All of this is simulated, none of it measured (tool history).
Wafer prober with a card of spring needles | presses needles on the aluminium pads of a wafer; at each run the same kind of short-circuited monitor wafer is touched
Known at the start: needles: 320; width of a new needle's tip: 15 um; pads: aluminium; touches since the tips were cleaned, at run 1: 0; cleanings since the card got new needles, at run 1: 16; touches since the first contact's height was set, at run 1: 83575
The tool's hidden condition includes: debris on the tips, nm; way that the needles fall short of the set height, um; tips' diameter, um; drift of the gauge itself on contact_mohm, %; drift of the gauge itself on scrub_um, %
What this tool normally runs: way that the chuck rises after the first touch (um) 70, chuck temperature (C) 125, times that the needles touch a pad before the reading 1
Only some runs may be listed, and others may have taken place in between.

| run | hour | way that the chuck rises after the first touch (um) | chuck temperature (C) | times that the needles touch a pad before the reading | touches since the tips were cleaned | cleanings since the card got new needles | touches since the first contact's height was set | resistance of one needle with its contact and lead (mohm) | way that a needle slides on the pad (um) |
|---|---|---|---|---|---|---|---|---|---|
| 1 | 0 | 70 | 125 | 1 | 0 | 16 | 83575 | 270 | 16.55 |
| 2 | 9.2 | 70 | 125 | 1 | 3730 | 16 | 87305 | 291 | 16.73 |
|  | 12.2 | tips cleaned on abrasive film |
| 3 | 17.1 | 70 | 56 | 1 | 1991 | 17 | 90499 | 296 | 16.52 |
| 4 | 21.2 | 70 | 56 | 1 | 3645 | 17 | 92153 | 297 | 16.61 |
|  | 24.9 | tips cleaned on abrasive film |
| 5 | 28.8 | 70 | 56 | 2 | 1557 | 18 | 95210 | 260 | 16.51 |
|  | 37 | tips cleaned on abrasive film |
| 6 | 37 | 70 | 125 | 1 | 0 | 19 | 98517 | 268 | 16.6 |
| 7 | 44.9 | 70 | 125 | 1 | 3216 | 19 | 101733 | 289 | 16.38 |
|  | 49.4 | tips cleaned on abrasive film |
|  | 51.6 | tips cleaned on abrasive film, once more |
| 8 | 52 | 70 | 125 | 1 | 165 | 21 | 104558 | 267 | 16.35 |
| 9 | 57.6 | 70 | 125 | 1 | 2419 | 21 | 106812 | 284 | 16.3 |
|  | 63.8 | tips cleaned on abrasive film |
| 10 | 63.8 | 70 | 125 | 1 | 0 | 22 | 109322 | 270 | 16.31 |
| 11 | 72.7 | 70 | 125 | 1 | 3628 | 22 | 112950 | 286 | 16.26 |
|  | 76.1 | tips cleaned on abrasive film |
| 12 | 78.3 | 70 | 125 | 1 | 908 | 23 | 115182 | 272 | 16.34 |
| 13 | 86.6 | 70 | 125 | 1 | 4286 | 23 | 118560 | 293 | 16.38 |
|  | 88.1 | tips cleaned on abrasive film |
| 14 | 91.1 | 70 | 125 | 1 | 1242 | 24 | 120355 | 281 | 16.26 |
| 15 | 99.7 | 70 | 125 | 1 | 4726 | 24 | 123839 | 294 | 16.23 |
|  | 100.6 | tips cleaned on abrasive film |
| 16 | 105.9 | 70 | 35 | 2 | 2161 | 25 | 126335 | 255 | 16.25 |
| 17 | 112.2 | 67 | 104 | 1 | 4744 | 25 | 128918 | 299 | 15.53 |
|  | 112.8 | tips cleaned on abrasive film |
| 18 | 116.8 | 80 | 107 | 2 | 1640 | 26 | 130736 | 269 | 18.74 |
| 19 | 122 | 80 | 51 | 1 | 3766 | 26 | 132862 | 268 | 18.69 |
|  | 125 | tips cleaned on abrasive film |
| 20 | 128.3 | 80 | 51 | 1 | 1338 | 27 | 135396 | 259 | 18.67 |
| 21 | 135.8 | 57 | 55 | 2 | 4367 | 27 | 138425 | 277 | 13.01 |
|  | 137.1 | tips cleaned on abrasive film |
| 22 | 144.3 | 51 | 99 | 2 | 2941 | 28 | 141875 | 287 | 11.73 |
|  | 149.2 | tips cleaned on abrasive film |
| 23 | 149.8 | 52 | 78 | 2 | 269 | 29 | 144075 | 260 | 11.89 |
| 24 | 156.3 | 59 | 72 | 2 | 2916 | 29 | 146722 | 272 | 13.63 |
| 25 | 160.8 | 70 | 125 | 2 | 4721 | 29 | 148527 | 280 | 16.12 |

3 options for the next run, each taken on its own from the tool as it stands now. Forecast them:
|  | 161.7 | tips cleaned on abrasive film |
| A | 166.3 | 52 | 125 | 2 | 1870 | 30 | 150732 | ? | ? |
|  | 161.7 | tips cleaned on abrasive film |
| B | 166.3 | 71 | 32 | 2 | 1870 | 30 | 150732 | ? | ? |
|  | 161.7 | tips cleaned on abrasive film |
| C | 166.3 | 70 | 78 | 3 | 1870 | 30 | 150732 | ? | ? |

| run | resistance of one needle with its contact and lead (mohm) | way that a needle slides on the pad (um) |
|---|---|---|
| A | 289 | 11.86 |
| B | 255 | 16.35 |
| C | 263 | 16.08 |
The same runs, with their run-to-run variation unchanged, on a tool lacking any hidden condition would have given:
| run | resistance of one needle with its contact and lead (mohm) | way that a needle slides on the pad (um) |
|---|---|---|
| A | 273 | 12.55 |
| B | 245 | 17.04 |
| C | 257 | 16.76 |
